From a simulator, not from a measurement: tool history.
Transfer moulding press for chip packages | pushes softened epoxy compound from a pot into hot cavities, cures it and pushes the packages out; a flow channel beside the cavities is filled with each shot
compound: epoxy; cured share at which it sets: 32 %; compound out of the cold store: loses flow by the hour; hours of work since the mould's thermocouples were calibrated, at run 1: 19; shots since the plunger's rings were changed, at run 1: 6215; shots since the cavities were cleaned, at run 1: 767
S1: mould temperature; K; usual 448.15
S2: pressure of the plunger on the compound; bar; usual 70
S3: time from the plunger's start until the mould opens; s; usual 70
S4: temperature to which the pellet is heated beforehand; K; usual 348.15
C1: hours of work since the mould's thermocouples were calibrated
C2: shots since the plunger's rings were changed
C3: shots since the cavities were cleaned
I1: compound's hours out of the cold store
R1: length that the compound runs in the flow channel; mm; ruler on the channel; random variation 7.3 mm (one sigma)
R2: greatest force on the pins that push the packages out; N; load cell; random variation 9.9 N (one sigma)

Run 1, day 0: usual settings; C1 19; C2 6215; C3 767; I1 19.8. Result: R1 721 mm, R2 706 N.
At day 1.188: cavities cleaned with cleaning compound and waxed.
At day 1.979: plunger's sealing rings changed.
Run 2, day 3.242: usual settings; C1 53; C2 368; C3 569; I1 27.8. Result: R1 767 mm, R2 655 N.
At day 5.179: cavities cleaned with cleaning compound and waxed.
Run 3, day 5.179: usual settings but S4 350.15 K; C1 73; C2 914; C3 0; I1 44.7. Result: R1 716 mm, R2 446 N.
Run 4, day 7.558: usual settings but S4 350.15 K; C1 99; C2 1608; C3 694; I1 39.9. Result: R1 725 mm, R2 672 N.
At day 9.079: cavities cleaned with cleaning compound and waxed.
Run 5, day 9.688: usual settings but S4 350.15 K; C1 122; C2 2210; C3 178; I1 21.8. Result: R1 762 mm, R2 538 N.
Run 6, day 11.088: usual settings but S2 56.1 bar; C1 138; C2 2618; C3 586; I1 21.6. Result: R1 678 mm, R2 644 N.
Run 7, day 12.538: usual settings but S4 353.15 K; C1 154; C2 3040; C3 1008; I1 10.9. Result: R1 792 mm, R2 733 N.
At day 13.096: cavities cleaned with cleaning compound and waxed.
Run 8, day 14.696: usual settings but S4 353.15 K; C1 177; C2 3650; C3 465; I1 37.8. Result: R1 710 mm, R2 646 N.
At day 16.979: cavities cleaned with cleaning compound and waxed.
Run 9, day 17.792: usual settings but S4 353.15 K; C1 210; C2 4535; C3 237; I1 40.5. Result: R1 683 mm, R2 563 N.
Run 10, day 19.642: usual settings but S4 353.15 K; C1 230; C2 5074; C3 776; I1 40. Result: R1 685 mm, R2 689 N.
At day 20.792: cavities cleaned with cleaning compound and waxed.
Run 11, day 22.025: usual settings but S3 51 s; C1 256; C2 5750; C3 360; I1 25. Result: R1 698 mm, R2 1157 N.
Run 12, day 24.212: usual settings but S1 441.15 K, S3 101 s; C1 280; C2 6387; C3 997; I1 46.9. Result: R1 666 mm, R2 675 N.
At day 24.8: cavities cleaned with cleaning compound and waxed.
At day 25.708: plunger's sealing rings changed.
Run 13, day 25.988: usual settings but S1 441.15 K, S3 101 s; C1 298; C2 81; C3 315; I1 11. Result: R1 870 mm, R2 554 N.
Run 14, day 28.538: usual settings but S4 356.15 K; C1 326; C2 824; C3 1058; I1 23.8. Result: R1 781 mm, R2 753 N.
At day 28.733: cavities cleaned with cleaning compound and waxed.
Run 15, day 30.171: usual settings but S1 451.15 K, S2 73.1 bar, S3 51 s, S4 356.15 K; C1 343; C2 1281; C3 418; I1 8. Result: R1 839 mm, R2 1033 N.
At day 32.679: cavities cleaned with cleaning compound and waxed.
Run 16, day 32.846: usual settings but S1 451.15 K, S2 73.1 bar, S3 61 s, S4 350.15 K; C1 372; C2 2043; C3 48; I1 10.5. Result: R1 819 mm, R2 514 N.
Run 17, day 35.854: usual settings but S2 87.2 bar, S3 96 s, S4 352.15 K; C1 405; C2 2919; C3 924; I1 8.3. Result: R1 904 mm, R2 613 N.
At day 36.629: cavities cleaned with cleaning compound and waxed.
Run 18, day 37.638: usual settings but S2 87.2 bar, S3 96 s, S4 352.15 K; C1 424; C2 3422; C3 295; I1 23.8. Result: R1 828 mm, R2 506 N.
Run 19, day 39.125: usual settings but S2 87.2 bar, S3 96 s, S4 352.15 K; C1 440; C2 3855; C3 728; I1 17.7. Result: R1 848 mm, R2 590 N.
At day 40.592: cavities cleaned with cleaning compound and waxed.
Run 20, day 40.625: usual settings but S2 87.2 bar, S3 96 s, S4 352.15 K; C1 456; C2 4274; C3 10; I1 14.5. Result: R1 861 mm, R2 402 N.
Run 21, day 42.171: usual settings but S1 443.15 K, S2 87.2 bar, S3 69 s, S4 352.15 K; C1 473; C2 4723; C3 459; I1 25.2. Result: R1 837 mm, R2 912 N.
Run 22, day 44.042: usual settings but S1 455.15 K, S2 87.2 bar, S3 105 s, S4 350.15 K; C1 494; C2 5269; C3 1005; I1 38. Result: R1 752 mm, R2 618 N.

Some steps in R1 between neighbouring runs. How much of each would the tool show without its hidden state too (settings, what came in, random variation), and how much is left for the hidden state, with any gauge scatter that isn't in both results?
The hidden state here: true mould temperature over the reading, C; pressure that reaches the compound, % of what is set; grip of the stained cavities, % over clean ones'; drift of the gauge itself on flow_mm, %; drift of the gauge itself on push_out_n, %.
Run 1 -> 2: cavities cleaned with cleaning compound and waxed, plunger's sealing rings changed. R1 +46 mm: hidden state +82, all else -36.
Run 6 -> 7: S2 56.1 -> 70, S4 348.15 -> 353.15. R1 +114 mm: hidden state -12, all else +126.
Run 12 -> 13: cavities cleaned with cleaning compound and waxed, plunger's sealing rings changed. R1 +204 mm: hidden state +87, all else +117.
